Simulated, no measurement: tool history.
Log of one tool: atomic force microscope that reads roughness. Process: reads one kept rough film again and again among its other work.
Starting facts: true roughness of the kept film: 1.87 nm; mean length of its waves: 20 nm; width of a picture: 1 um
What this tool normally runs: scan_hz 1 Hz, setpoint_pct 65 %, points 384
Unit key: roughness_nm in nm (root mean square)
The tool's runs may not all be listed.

{"run": 1, "hour": 0.0, "scan_hz": 1, "setpoint_pct": 65, "points": 384, "roughness_nm": 1.04}
{"hour": 17.2, "done": "new tip fitted"}
{"run": 2, "hour": 47.7, "scan_hz": 1, "setpoint_pct": 65, "points": 384, "roughness_nm": 1.348}
{"run": 3, "hour": 83.6, "scan_hz": 1, "setpoint_pct": 65, "points": 384, "roughness_nm": 1.213}
{"run": 4, "hour": 108.7, "scan_hz": 1, "setpoint_pct": 65, "points": 384, "roughness_nm": 1.127}
{"hour": 157.9, "done": "new tip fitted"}
{"run": 5, "hour": 157.9, "scan_hz": 1, "setpoint_pct": 65, "points": 384, "roughness_nm": 1.48}
{"run": 6, "hour": 194.9, "scan_hz": 1, "setpoint_pct": 65, "points": 384, "roughness_nm": 1.326}
{"run": 7, "hour": 253.4, "scan_hz": 1, "setpoint_pct": 80, "points": 384, "roughness_nm": 1.071}
{"run": 8, "hour": 281.9, "scan_hz": 1, "setpoint_pct": 75, "points": 404, "roughness_nm": 1}
{"hour": 301.5, "done": "new tip fitted"}
{"run": 9, "hour": 306.3, "scan_hz": 2.31, "setpoint_pct": 65, "points": 384, "roughness_nm": 1.394}

What does the tool deliver on the next run?
{"run": 10, "hour": 358.7, "scan_hz": 2.31, "setpoint_pct": 65, "points": 384, "roughness_nm": "?"}

roughness_nm: 1.2 nm (root mean square)
If the tool had no hidden condition, the same run with the same run-to-run variation would have returned roughness_nm 1.459 nm (root mean square).

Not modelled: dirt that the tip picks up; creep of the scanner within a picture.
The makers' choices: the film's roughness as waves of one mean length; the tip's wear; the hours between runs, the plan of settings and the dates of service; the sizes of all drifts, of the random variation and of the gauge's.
